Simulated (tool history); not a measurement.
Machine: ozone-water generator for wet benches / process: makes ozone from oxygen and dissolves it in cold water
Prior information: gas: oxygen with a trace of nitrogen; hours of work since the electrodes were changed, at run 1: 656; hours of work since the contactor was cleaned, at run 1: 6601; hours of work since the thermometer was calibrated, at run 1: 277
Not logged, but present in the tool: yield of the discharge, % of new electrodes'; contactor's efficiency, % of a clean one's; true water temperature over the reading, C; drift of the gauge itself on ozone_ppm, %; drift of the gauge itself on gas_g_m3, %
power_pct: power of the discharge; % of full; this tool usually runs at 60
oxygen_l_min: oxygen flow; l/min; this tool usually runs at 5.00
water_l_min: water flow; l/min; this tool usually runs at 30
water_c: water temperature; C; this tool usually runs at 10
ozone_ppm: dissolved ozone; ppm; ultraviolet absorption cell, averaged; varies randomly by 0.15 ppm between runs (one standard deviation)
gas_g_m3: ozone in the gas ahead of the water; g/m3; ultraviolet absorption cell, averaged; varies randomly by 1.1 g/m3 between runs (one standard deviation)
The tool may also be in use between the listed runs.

run      day  power_pct  oxygen_l_min  water_l_min  water_c  hours of work since the electrodes were changed  hours of work since the contactor was cleaned  hours of work since the thermometer was calibrated  ozone_ppm  gas_g_m3
  1    0.000         60          5.00           30       10                                              656                                           6601                                                 277       18.9     195.0
  2    5.692         60          5.00           30       10                                              790                                           6735                                                 411       18.9     194.8
  3    8.396         60          5.00           31       10                                              854                                           6799                                                 475       17.9     194.9
  4   11.208         60          5.00           31       10                                              920                                           6865                                                 542       18.3     194.3
  5   17.225         60          5.00           31       10                                             1062                                           7007                                                 683       18.1     193.5
  6   23.133         43          5.00           30       10                                             1202                                           7147                                                 823       14.2     145.3
  7   25.817         43          5.00           30       10                                             1265                                           7210                                                 886       14.3     145.8
  8   30.738         43          5.00           30       10                                             1381                                           7326                                                1002       14.2     144.9
  9   34.858         60          5.00           30       10                                             1478                                           7423                                                1099       18.7     193.4
 10   39.646         60          5.00           30       10                                             1591                                           7536                                                1212       18.8     193.4
 11   43.317         60          5.00           30       15                                             1678                                           7623                                                1299       18.2     192.4
 12   49.400         60          5.81           30       10                                             1821                                           7766                                                1443       18.9     172.7
 13   55.583         60          5.81           30       10                                             1967                                           7912                                                1589       19.1     174.7
 14   58.767         60          5.00           30       10                                             2042                                           7987                                                1664       19.0     192.0
 15   63.338         60          5.00           30       10                                             2150                                           8095                                                1771       18.8     191.3
 16   67.533         60          5.00           30       10                                             2249                                           8194                                                1870       18.8     191.4
 17   72.154         85          8.87           24       10                                             2358                                           8303                                                1979       30.5     176.9
 18   74.779         60          5.00           30        8                                             2420                                           8365                                                2041       19.0     192.4
 19   80.692         60          3.58           25        8                                             2560                                           8505                                                2181       22.4     234.8
 20   86.821         60          3.58           22        8                                             2704                                           8649                                                2325       25.0     234.8
 21   91.825         60          5.00           25       10                                             2822                                           8767                                                2444       22.3     188.9
 22   97.071         60          5.00           25       10                                             2946                                           8891                                                2567       22.4     189.4
     100.708  -- contactor cleaned
 23  103.096         60          5.00           25       10                                             3084                                             56                                                2706       22.3     190.1
 24  109.533         63          3.11           28       10                                             3236                                            208                                                2857       19.9     268.4
 25  114.462         80          4.79           30        9                                             3352                                            325                                                2974       24.1     245.2
     115.562  -- water thermometer calibrated
     116.262  -- gauge calibrated
 26  118.879         60          6.73           44       10                                             3456                                            428                                                  78       13.0     160.7
 27  123.946         42          6.73           44       10                                             3576                                            548                                                 198        9.7     118.5
 28  129.412         60          3.17           37        5                                             3705                                            677                                                 327       14.3     258.5
 29  135.192         60          3.17           37        5                                             3841                                            813                                                 463       14.2     256.7
 30  139.371         60          3.17           37        5                                             3940                                            912                                                 562       14.6     257.7
 31  142.267         68          2.62           21        8                                             4008                                            980                                                 630       28.0     324.0
 32  145.429         60          2.87           30       12                                             4083                                           1055                                                 705       17.1     274.9

Alternative continuations, all from the tool just after run 32; predict every row:
  A  150.500         82          7.21           44       12                                             4202                                           1174                                                 824          ?         ?
  B  150.500         57          5.00           30       10                                             4202                                           1174                                                 824          ?         ?
  C  150.500         75          5.00           30       10                                             4202                                           1174                                                 824          ?         ?
  D  150.500         98          2.87           30        7                                             4202                                           1174                                                 824          ?         ?
  E  150.500         60          6.23           20        5                                             4202                                           1174                                                 824          ?         ?

run  ozone_ppm  gas_g_m3
  A       16.5     200.0
  B       18.1     185.8
  C       22.6     231.7
  D       26.5     416.6
  E       28.8     168.2
The same runs, with their run-to-run variation unchanged, on a tool lacking any hidden condition would have given:
run  ozone_ppm  gas_g_m3
  A       16.5     202.0
  B       18.2     187.6
  C       22.6     234.0
  D       26.6     420.8
  E       28.8     169.8

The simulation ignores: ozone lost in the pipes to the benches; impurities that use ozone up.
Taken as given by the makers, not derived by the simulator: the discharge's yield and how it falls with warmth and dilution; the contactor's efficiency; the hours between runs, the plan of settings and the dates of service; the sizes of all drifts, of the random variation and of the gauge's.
